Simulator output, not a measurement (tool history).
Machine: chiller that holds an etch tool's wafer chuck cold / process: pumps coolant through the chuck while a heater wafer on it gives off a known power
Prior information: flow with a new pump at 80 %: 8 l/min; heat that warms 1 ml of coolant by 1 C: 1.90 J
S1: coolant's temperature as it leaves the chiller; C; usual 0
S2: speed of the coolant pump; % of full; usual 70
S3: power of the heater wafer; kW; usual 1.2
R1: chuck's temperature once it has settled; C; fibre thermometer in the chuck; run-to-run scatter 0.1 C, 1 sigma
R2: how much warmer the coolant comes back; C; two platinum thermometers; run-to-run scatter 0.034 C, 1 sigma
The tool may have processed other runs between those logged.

run    hour  S1  S2     S3    R1    R2
  1       0   0  70    1.2  11.5  5.51
  2   157.1   0  70  0.891   8.7   4.2
  3   307.1   0  70    1.2  11.8  5.64
  4   420.4   0  70    1.2  11.8  5.67
  5   507.6   0  70    1.2  11.7   5.6
  6   605.2  -1  70    1.2  10.8  5.66
  7   746.5  -1  70    1.2  10.8  5.69
  8   910.7  -1  70    1.2    11  5.69
  9   979.9  -1  70    1.2  11.1  5.66
 10  1108.8  -1  70    1.2  10.9  5.69
 11  1269.8   0  70  0.945   9.7  4.48
     1280.4  -- chiller's thermometer calibrated
 12  1433.5   0  70  0.945    10  4.54
 13  1523.4   0  70    1.2  12.6  5.78
 14  1666.3   0  70    1.2  12.7  5.71
 15  1783.4   0  70  1.263  13.4  6.08
     1831.5  -- chiller's thermometer calibrated, once more
 16  1942.1   0  70  1.263  12.4   6.1
 17  2062.6   0  70  1.263  12.6  6.14
 18  2166.9   6  72  0.647  12.4  3.04
 19  2278.9   3  65  1.201  15.7   6.3
 20  2442.8   0  75  0.863   8.3  3.94

Forecast run 21:
 21  2588.4   0  75  0.863   ?   ?

{"run 21": {"R1": 8.4, "R2": 3.93}}
The same run, on a tool lacking any hidden state, would have yielded R1 7 C, R2 3.66 C.
